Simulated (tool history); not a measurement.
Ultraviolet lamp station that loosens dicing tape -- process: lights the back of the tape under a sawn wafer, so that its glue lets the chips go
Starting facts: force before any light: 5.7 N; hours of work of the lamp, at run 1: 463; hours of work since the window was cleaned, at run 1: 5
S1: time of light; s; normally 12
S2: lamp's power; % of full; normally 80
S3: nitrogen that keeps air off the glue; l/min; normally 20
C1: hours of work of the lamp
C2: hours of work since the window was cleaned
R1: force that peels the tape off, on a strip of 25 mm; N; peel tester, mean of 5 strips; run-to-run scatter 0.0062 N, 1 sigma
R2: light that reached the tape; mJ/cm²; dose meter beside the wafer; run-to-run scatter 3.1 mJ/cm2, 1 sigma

| run | hour | S1 | S2 | S3 | C1 | C2 | R1 | R2 |
|---|---|---|---|---|---|---|---|---|
| 1 | 0 | 12 | 80 | 20 | 463 | 5 | 0.253 | 405 |
| 2 | 31 | 12 | 80 | 20 | 481 | 23 | 0.257 | 401 |
| 3 | 49.1 | 12 | 80 | 20 | 492 | 34 | 0.26 | 395 |
| 4 | 68 | 12 | 80 | 20 | 503 | 45 | 0.269 | 389 |
| 5 | 84.8 | 12 | 80 | 20 | 513 | 55 | 0.273 | 386 |
| 6 | 108.3 | 12 | 80 | 20 | 527 | 69 | 0.28 | 378 |
| 7 | 139.2 | 12 | 80 | 13 | 545 | 87 | 0.424 | 375 |
| 8 | 169.7 | 12 | 64 | 20 | 563 | 106 | 0.511 | 296 |
| 9 | 199.1 | 12 | 64 | 20 | 581 | 123 | 0.519 | 291 |
| 10 | 221.2 | 12 | 80 | 20 | 594 | 136 | 0.331 | 363 |
| 11 | 250.9 | 12 | 80 | 20 | 612 | 154 | 0.338 | 353 |
| 12 | 284.2 | 12 | 80 | 20 | 631 | 174 | 0.341 | 347 |
| 13 | 321.2 | 8 | 72 | 20 | 653 | 195 | 1.044 | 202 |
| 14 | 351 | 12 | 78 | 20 | 671 | 213 | 0.402 | 327 |
| 15 | 378.8 | 6 | 67 | 17 | 688 | 230 | 1.821 | 142 |
| 16 | 417 | 24 | 76 | 10 | 710 | 252 | 0.176 | 615 |
|  | 419.6 | window cleaned of glue's vapour |
| 17 | 438.9 | 24 | 76 | 10 | 723 | 11 | 0.132 | 701 |
| 18 | 477.8 | 24 | 76 | 10 | 746 | 35 | 0.138 | 700 |
| 19 | 518 | 24 | 76 | 10 | 770 | 58 | 0.142 | 679 |
| 20 | 537.3 | 24 | 95 | 16 | 781 | 70 | 0.087 | 849 |
| 21 | 556.8 | 24 | 69 | 10 | 793 | 81 | 0.178 | 608 |
| 22 | 593.1 | 23 | 77 | 32 | 815 | 103 | 0.092 | 638 |
| 23 | 622.2 | 12 | 95 | 38 | 832 | 120 | 0.163 | 405 |
| 24 | 639.4 | 12 | 80 | 9 | 842 | 131 | 0.743 | 335 |

Predict each of these 5 candidate next runs independently; none follows another, all start after run 24:
| A | 657.8 | 12 | 78 | 23 | 853 | 142 | ? | ? |
| B | 657.8 | 12 | 91 | 13 | 853 | 142 | ? | ? |
| C | 657.8 | 12 | 100 | 9 | 853 | 142 | ? | ? |
| D | 657.8 | 6 | 79 | 21 | 853 | 142 | ? | ? |
| E | 657.8 | 6 | 98 | 37 | 853 | 142 | ? | ? |

| run | R1 | R2 |
|---|---|---|
| A | 0.376 | 325 |
| B | 0.419 | 373 |
| C | 0.473 | 418 |
| D | 1.337 | 167 |
| E | 0.713 | 206 |
What these runs would have given with no unlogged condition in the tool:
| run | R1 | R2 |
|---|---|---|
| A | 0.177 | 453 |
| B | 0.197 | 521 |
| C | 0.22 | 582 |
| D | 0.789 | 232 |
| E | 0.35 | 286 |

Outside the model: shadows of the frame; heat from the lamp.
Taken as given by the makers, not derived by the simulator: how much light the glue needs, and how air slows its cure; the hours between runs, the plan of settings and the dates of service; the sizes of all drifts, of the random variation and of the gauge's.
